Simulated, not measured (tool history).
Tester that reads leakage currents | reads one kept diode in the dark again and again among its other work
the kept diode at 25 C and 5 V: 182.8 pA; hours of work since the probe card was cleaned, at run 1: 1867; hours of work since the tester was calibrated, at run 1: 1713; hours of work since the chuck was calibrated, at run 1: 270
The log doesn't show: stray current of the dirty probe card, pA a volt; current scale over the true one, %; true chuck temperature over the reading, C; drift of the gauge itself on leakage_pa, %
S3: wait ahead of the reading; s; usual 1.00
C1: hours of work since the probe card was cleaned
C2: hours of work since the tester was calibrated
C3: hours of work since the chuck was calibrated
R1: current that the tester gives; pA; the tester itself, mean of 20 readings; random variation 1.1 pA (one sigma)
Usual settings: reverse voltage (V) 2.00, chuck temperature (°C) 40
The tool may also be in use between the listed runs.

Run 1, hour 0.0: usual settings; C1 1867; C2 1713; C3 270. Result: R1 352.26 pA.
Run 2, hour 156.1: usual settings but reverse voltage (V) 1.97; C1 1961; C2 1807; C3 364. Result: R1 348.24 pA.
Run 3, hour 244.9: usual settings but reverse voltage (V) 1.97; C1 2014; C2 1861; C3 417. Result: R1 349.52 pA.
At hour 430.9: chuck's temperature calibrated.
Run 4, hour 430.9: usual settings; C1 2125; C2 1971; C3 0. Result: R1 363.00 pA.
Run 5, hour 564.0: usual settings; C1 2205; C2 2051; C3 80. Result: R1 361.18 pA.
Run 6, hour 752.2: usual settings but reverse voltage (V) 12.16; C1 2318; C2 2164; C3 193. Result: R1 750.59 pA.
Run 7, hour 895.3: usual settings but reverse voltage (V) 12.16; C1 2404; C2 2250; C3 279. Result: R1 743.07 pA.
Run 8, hour 975.3: usual settings but reverse voltage (V) 12.16; C1 2452; C2 2298; C3 327. Result: R1 742.25 pA.
At hour 1073.0: probe card cleaned and baked.
Run 9, hour 1128.4: usual settings but reverse voltage (V) 12.16; C1 33; C2 2388; C3 417. Result: R1 718.29 pA.
Run 10, hour 1282.5: usual settings but reverse voltage (V) 12.16; C1 126; C2 2481; C3 510. Result: R1 713.77 pA.
At hour 1323.5: chuck's temperature calibrated.
Run 11, hour 1419.6: usual settings but reverse voltage (V) 12.16; C1 207; C2 2562; C3 58. Result: R1 743.60 pA.
Run 12, hour 1526.1: usual settings but chuck temperature (°C) 22; C1 271; C2 2626; C3 122. Result: R1 103.31 pA.
At hour 1599.3: tester calibrated.
Run 13, hour 1612.3: usual settings but reverse voltage (V) 5.52; C1 322; C2 8; C3 172. Result: R1 524.62 pA.
Run 14, hour 1762.8: usual settings but reverse voltage (V) 5.52; C1 412; C2 98; C3 263. Result: R1 520.46 pA.
Run 15, hour 1929.7: usual settings but reverse voltage (V) 5.52, S3 0.63 s; C1 512; C2 199; C3 363. Result: R1 516.12 pA.
Run 16, hour 2061.8: usual settings; C1 592; C2 278; C3 442. Result: R1 342.58 pA.
Run 17, hour 2151.9: usual settings; C1 646; C2 332; C3 497. Result: R1 338.47 pA.
At hour 2212.8: chuck's temperature calibrated.
Run 18, hour 2265.0: usual settings; C1 713; C2 399; C3 31. Result: R1 355.48 pA.
Run 19, hour 2444.7: usual settings but reverse voltage (V) 1.03; C1 821; C2 507; C3 139. Result: R1 272.23 pA.
Run 20, hour 2610.3: usual settings but reverse voltage (V) 6.22, chuck temperature (°C) 37, S3 6.84 s; C1 920; C2 606; C3 239. Result: R1 452.73 pA.
Run 21, hour 2699.6: usual settings but reverse voltage (V) 10.43, chuck temperature (°C) 36, S3 6.84 s; C1 974; C2 660; C3 293. Result: R1 523.42 pA.
Run 22, hour 2830.6: usual settings but reverse voltage (V) 16.60, S3 0.49 s; C1 1053; C2 739; C3 371. Result: R1 816.64 pA.
Run 23, hour 2976.2: usual settings but reverse voltage (V) 14.94, chuck temperature (°C) 24, S3 0.54 s; C1 1140; C2 826; C3 459. Result: R1 265.36 pA.
At hour 3092.6: chuck's temperature calibrated.
Run 24, hour 3094.4: usual settings but reverse voltage (V) 15.71, chuck temperature (°C) 35; C1 1210; C2 896; C3 1. Result: R1 600.77 pA.
Run 25, hour 3222.1: usual settings but reverse voltage (V) 15.71, chuck temperature (°C) 35; C1 1287; C2 973; C3 78. Result: R1 597.57 pA.
Run 26, hour 3357.2: usual settings but chuck temperature (°C) 21, S3 2.94 s; C1 1368; C2 1054; C3 159. Result: R1 96.39 pA.
Run 27, hour 3445.8: usual settings but reverse voltage (V) 1.14, chuck temperature (°C) 21, S3 2.37 s; C1 1421; C2 1107; C3 212. Result: R1 76.05 pA.
Run 28, hour 3574.4: usual settings but reverse voltage (V) 1.14, chuck temperature (°C) 21, S3 2.37 s; C1 1498; C2 1184; C3 290. Result: R1 75.58 pA.
Run 29, hour 3750.4: usual settings but S3 9.23 s; C1 1604; C2 1290; C3 395. Result: R1 349.83 pA.
Run 30, hour 3879.5: usual settings but reverse voltage (V) 9.44; C1 1682; C2 1368; C3 473. Result: R1 652.02 pA.
At hour 3982.8: chuck's temperature calibrated.
Run 31, hour 4007.5: usual settings but reverse voltage (V) 9.44; C1 1757; C2 1444; C3 15. Result: R1 687.41 pA.
Run 32, hour 4184.5: usual settings but reverse voltage (V) 1.50, chuck temperature (°C) 59, S3 0.72 s; C1 1864; C2 1550; C3 121. Result: R1 1035.07 pA.
Run 33, hour 4307.6: usual settings but reverse voltage (V) 6.58, chuck temperature (°C) 23; C1 1938; C2 1624; C3 195. Result: R1 184.88 pA.
Run 34, hour 4389.8: usual settings but reverse voltage (V) 6.58, chuck temperature (°C) 23; C1 1987; C2 1673; C3 245. Result: R1 183.93 pA.
Run 35, hour 4491.8: usual settings but reverse voltage (V) 5.26, S3 2.35 s; C1 2048; C2 1735; C3 306. Result: R1 527.25 pA.
Run 36, hour 4650.2: usual settings but reverse voltage (V) 5.26, S3 2.35 s; C1 2144; C2 1830; C3 401. Result: R1 520.41 pA.
Run 37, hour 4836.1: usual settings but reverse voltage (V) 9.76, chuck temperature (°C) 39, S3 0.68 s; C1 2255; C2 1941; C3 513. Result: R1 623.60 pA.
At hour 4869.2: chuck's temperature calibrated.
Run 38, hour 5026.4: usual settings but reverse voltage (V) 9.76, chuck temperature (°C) 39, S3 0.68 s; C1 2368; C2 2055; C3 94. Result: R1 650.09 pA.

Hidden state or all else? Some run-to-run changes of R1, split into what the settings, what came in and random variation would give without the hidden state, and what is left for the hidden state (with any gauge scatter that isn't in both results):
Run 10 -> 11: chuck's temperature calibrated. R1 +29.83 pA: hidden state +32.77, all else -2.94.
Run 11 -> 12: reverse voltage (V) 12.16 -> 2.00, chuck temperature (°C) 40 -> 22. R1 -640.29 pA: hidden state -13.35, all else -626.94.
Run 22 -> 23: reverse voltage (V) 16.60 -> 14.94, chuck temperature (°C) 40 -> 24, S3 0.49 -> 0.54. R1 -551.28 pA: hidden state +11.44, all else -562.72.
Run 30 -> 31: chuck's temperature calibrated. R1 +35.39 pA: hidden state +30.23, all else +5.16.
Run 32 -> 33: reverse voltage (V) 1.50 -> 6.58, chuck temperature (°C) 59 -> 23, S3 0.72 -> 1.00. R1 -850.19 pA: hidden state -3.61, all else -846.58.
Run 37 -> 38: chuck's temperature calibrated. R1 +26.49 pA: hidden state +28.69, all else -2.20.

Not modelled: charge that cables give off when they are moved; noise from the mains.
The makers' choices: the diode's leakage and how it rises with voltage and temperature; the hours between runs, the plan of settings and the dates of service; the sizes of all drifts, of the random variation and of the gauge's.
